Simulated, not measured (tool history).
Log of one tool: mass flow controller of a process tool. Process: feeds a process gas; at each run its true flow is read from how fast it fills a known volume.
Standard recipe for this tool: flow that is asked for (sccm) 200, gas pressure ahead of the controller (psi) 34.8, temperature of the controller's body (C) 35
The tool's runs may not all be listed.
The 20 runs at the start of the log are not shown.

run	hour	flow that is asked for (sccm)	gas pressure ahead of the controller (psi)	temperature of the controller's body (C)	hours of work since the controller was set to zero	hours of work since the controller was changed	true flow (%)
21	3206.6	200	29.0	35	2224	2224	99.69
22	3389.0	211	36.3	35	2306	2306	99.85
23	3596.1	211	36.3	24	2400	2400	99.68
24	3766.8	211	40.2	22	2476	2476	99.73
25	3954.3	211	22.5	22	2561	2561	99.62
26	4057.6	56	22.5	22	2607	2607	100.34
27	4175.3	200	27.7	35	2660	2660	99.90
28	4387.0	200	27.7	23	2755	2755	99.71
29	4593.7	200	27.7	23	2848	2848	99.80
30	4767.5	326	40.2	23	2926	2926	100.25
31	4859.5	326	40.2	23	2968	2968	100.15
32	5009.8	200	34.8	27	3035	3035	100.02
33	5139.9	200	34.8	27	3094	3094	100.06
34	5265.9	131	31.3	34	3150	3150	100.28
35	5449.1	86	34.2	33	3233	3233	100.69
36	5665.5	86	34.2	33	3330	3330	100.72
37	5882.3	86	34.2	33	3428	3428	100.72
38	6106.5	51	21.2	21	3528	3528	101.19
39	6282.4	112	28.6	21	3608	3608	100.17
40	6400.7	96	24.1	34	3661	3661	100.68
41	6617.1	156	28.4	28	3758	3758	100.13

Below are 5 alternative next runs, each starting from the tool's condition after run 41. Predict each:
A	6713.5	464	27.3	25	3801	3801	?
B	6713.5	447	34.7	21	3801	3801	?
C	6713.5	166	24.8	35	3801	3801	?
D	6713.5	156	29.9	34	3801	3801	?
E	6713.5	403	36.0	24	3801	3801	?

run	true flow (%)
A	100.63
B	100.68
C	100.54
D	100.40
E	100.78
Without the tool's unlogged condition, the same runs would have read:
run	true flow (%)
A	99.69
B	99.73
C	99.11
D	98.93
E	99.80
